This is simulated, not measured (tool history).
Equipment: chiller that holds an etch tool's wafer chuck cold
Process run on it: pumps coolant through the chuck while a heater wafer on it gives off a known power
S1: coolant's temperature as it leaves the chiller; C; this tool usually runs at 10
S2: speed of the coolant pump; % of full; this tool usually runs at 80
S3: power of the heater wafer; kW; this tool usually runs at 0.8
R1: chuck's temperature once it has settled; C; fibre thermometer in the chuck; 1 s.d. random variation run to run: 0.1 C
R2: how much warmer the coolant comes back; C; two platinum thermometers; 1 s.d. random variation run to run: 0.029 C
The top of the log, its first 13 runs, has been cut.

run 14 day=60.829 | S1=10 S2=80 S3=0.8 | R1=19 R2=2.33
run 15 day=65.696 | S1=10 S2=80 S3=0.8 | R1=19.1 R2=2.39
-- day=69.571 coolant pump overhauled
run 16 day=72.283 | S1=10 S2=80 S3=0.8 | R1=18.7 R2=2.15
run 17 day=77.258 | S1=10 S2=80 S3=0.496 | R1=15.4 R2=1.36
run 18 day=80.625 | S1=10 S2=80 S3=0.496 | R1=15.4 R2=1.33
run 19 day=87.325 | S1=18 S2=99 S3=0.538 | R1=23 R2=1.12
-- day=91.912 coolant changed, channels flushed
run 20 day=92.454 | S1=7 S2=87 S3=0.823 | R1=15.2 R2=2.05
run 21 day=99.046 | S1=7 S2=87 S3=0.823 | R1=15.1 R2=2.08
run 22 day=105.521 | S1=7 S2=87 S3=0.823 | R1=15.3 R2=2.06
run 23 day=111.25 | S1=12 S2=79 S3=0.694 | R1=19.2 R2=1.93
run 24 day=116.383 | S1=18 S2=77 S3=0.639 | R1=25 R2=1.83
run 25 day=121.883 | S1=18 S2=77 S3=0.853 | R1=27.2 R2=2.42
-- day=125.65 chiller's thermometer calibrated
run 26 day=125.679 | S1=18 S2=77 S3=0.853 | R1=27.3 R2=2.44
run 27 day=130.562 | S1=2 S2=93 S3=0.706 | R1=8.8 R2=1.64
run 28 day=136.554 | S1=2 S2=78 S3=0.511 | R1=7.5 R2=1.47
run 29 day=141.662 | S1=2 S2=78 S3=0.764 | R1=10.2 R2=2.23
run 30 day=146.221 | S1=2 S2=78 S3=0.764 | R1=10.4 R2=2.22
run 31 day=150.746 | S1=10 S2=61 S3=0.8 | R1=20.3 R2=2.99
run 32 day=156.025 | S1=16 S2=60 S3=1.056 | R1=29.6 R2=4.11
run 33 day=159.621 | S1=7 S2=80 S3=1.101 | R1=19.2 R2=3.12

Branching from run 33: 3 alternative next runs. What would each branch give?
run A day=165.183 | S1=10 S2=84 S3=0.8 | R1=? R2=?
run B day=165.183 | S1=7 S2=80 S3=0.425 | R1=? R2=?
run C day=165.183 | S1=1 S2=65 S3=1.125 | R1=? R2=?

run=A R1=18.3 R2=2.14
run=B R1=11.6 R2=1.15
run=C R1=15 R2=4.03
With the hidden condition removed and each run's random variation left untouched, the same runs would have given:
run=A R1=17.9 R2=2.04
run=B R1=11.5 R2=1.1
run=C R1=14.2 R2=3.84

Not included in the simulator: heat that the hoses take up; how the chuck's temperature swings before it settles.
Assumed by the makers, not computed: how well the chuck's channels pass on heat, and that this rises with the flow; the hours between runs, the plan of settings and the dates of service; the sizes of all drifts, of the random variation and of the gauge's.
